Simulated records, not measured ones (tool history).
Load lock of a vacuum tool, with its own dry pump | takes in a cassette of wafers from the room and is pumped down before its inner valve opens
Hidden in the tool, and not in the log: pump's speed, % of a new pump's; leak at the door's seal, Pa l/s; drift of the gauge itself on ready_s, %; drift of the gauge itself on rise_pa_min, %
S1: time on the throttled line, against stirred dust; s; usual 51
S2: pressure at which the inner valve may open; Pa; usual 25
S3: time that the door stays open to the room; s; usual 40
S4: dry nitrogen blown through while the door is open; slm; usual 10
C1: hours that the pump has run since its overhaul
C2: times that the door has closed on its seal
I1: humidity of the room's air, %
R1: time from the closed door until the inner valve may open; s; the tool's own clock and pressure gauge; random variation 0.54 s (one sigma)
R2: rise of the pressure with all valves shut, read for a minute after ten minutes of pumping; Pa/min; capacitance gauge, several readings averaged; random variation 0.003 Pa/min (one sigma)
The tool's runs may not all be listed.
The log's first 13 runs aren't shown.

run	hour	S1	S2	S3	S4	C1	C2	I1	R1	R2
14	3908.9	51	25	40	31	5293	11374	45.7	75.9	0.119
15	4331.7	101	25	40	10	5716	12559	46.9	117.7	0.142
16	4660.3	101	25	40	10	6044	13480	45.7	118.5	0.151
17	4914	101	25	40	10	6298	14191	46.7	117.7	0.163
18	5284.6	101	25	40	10	6669	15230	45.7	118.4	0.175
19	5653.5	101	25	40	10	7038	16264	44.3	118	0.197
20	5934.9	101	25	40	10	7319	17053	46	118.3	0.215
21	6117.4	101	25	40	10	7501	17565	46.5	118.8	0.217
22	6501.5	101	25	40	10	7886	18642	41.2	117.7	0.237
23	6774.1	101	25	40	10	8158	19406	43.3	120.3	0.249
24	7093.8	101	25	40	10	8478	20302	44.3	120	0.266
25	7300.5	101	47	32	10	8684	20881	42.9	115.1	0.274
26	7477.2	101	47	32	10	8861	21377	43.7	116.3	0.282
27	7797.5	29	25	97	10	9182	22274	46.1	58.4	0.322
28	8029.6	29	25	97	10	9414	22925	43.2	58.1	0.331
29	8272.2	32	25	140	10	9656	23605	43.8	61.6	0.364
30	8595.2	32	25	140	10	9979	24511	47.3	61.1	0.391
31	8916.2	32	25	140	10	10300	25410	42.4	61	0.402
32	9291.4	32	25	115	7	10675	26462	45.4	61.7	0.423

Forecast run 33:
33	9546.2	51	33	84	10	10930	27177	42.4	?	?

R1: 75.3 s
R2: 0.421 Pa/min
Without the tool's hidden state the same run would have given R1 72.7 s, R2 0.05 Pa/min.
